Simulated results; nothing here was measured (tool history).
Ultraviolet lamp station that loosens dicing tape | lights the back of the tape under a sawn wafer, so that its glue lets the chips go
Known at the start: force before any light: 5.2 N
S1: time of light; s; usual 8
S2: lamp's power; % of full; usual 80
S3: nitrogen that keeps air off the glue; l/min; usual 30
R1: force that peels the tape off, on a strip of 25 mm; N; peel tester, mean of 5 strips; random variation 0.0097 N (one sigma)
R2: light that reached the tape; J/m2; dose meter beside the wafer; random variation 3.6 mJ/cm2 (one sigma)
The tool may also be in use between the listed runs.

{"run": 1, "day": 0.0, "S1": 8, "S2": 80, "S3": 30, "R1": 0.535, "R2": 5110}
{"run": 2, "day": 0.346, "S1": 8, "S2": 80, "S3": 30, "R1": 0.531, "R2": 5130}
{"run": 3, "day": 0.621, "S1": 8, "S2": 80, "S3": 30, "R1": 0.583, "R2": 5120}
{"run": 4, "day": 0.829, "S1": 8, "S2": 80, "S3": 30, "R1": 0.553, "R2": 5070}
{"run": 5, "day": 1.112, "S1": 8, "S2": 80, "S3": 30, "R1": 0.578, "R2": 5060}
{"run": 6, "day": 1.417, "S1": 8, "S2": 80, "S3": 10, "R1": 1.033, "R2": 5060}
{"run": 7, "day": 1.758, "S1": 11, "S2": 64, "S3": 21, "R1": 0.608, "R2": 5580}
{"run": 8, "day": 1.95, "S1": 8, "S2": 62, "S3": 30, "R1": 0.908, "R2": 3920}
{"run": 9, "day": 2.35, "S1": 5, "S2": 89, "S3": 56, "R1": 0.867, "R2": 3500}
{"run": 10, "day": 2.583, "S1": 13, "S2": 85, "S3": 37, "R1": 0.155, "R2": 8720}
{"run": 11, "day": 2.858, "S1": 15, "S2": 80, "S3": 30, "R1": 0.155, "R2": 9470}
{"run": 12, "day": 3.062, "S1": 15, "S2": 80, "S3": 30, "R1": 0.147, "R2": 9500}

3 ways to go on from here, each from the tool as it stands after run 12. What would each give?
{"run": "A", "day": 3.421, "S1": 4, "S2": 80, "S3": 30, "R1": "?", "R2": "?"}
{"run": "B", "day": 3.421, "S1": 15, "S2": 80, "S3": 32, "R1": "?", "R2": "?"}
{"run": "C", "day": 3.421, "S1": 15, "S2": 64, "S3": 30, "R1": "?", "R2": "?"}

run=A R1=1.672 R2=2500
run=B R1=0.154 R2=9410
run=C R1=0.254 R2=7540
Without the tool's hidden state the same runs would have given:
run=A R1=1.382 R2=2940
run=B R1=0.121 R2=11050
run=C R1=0.183 R2=8850
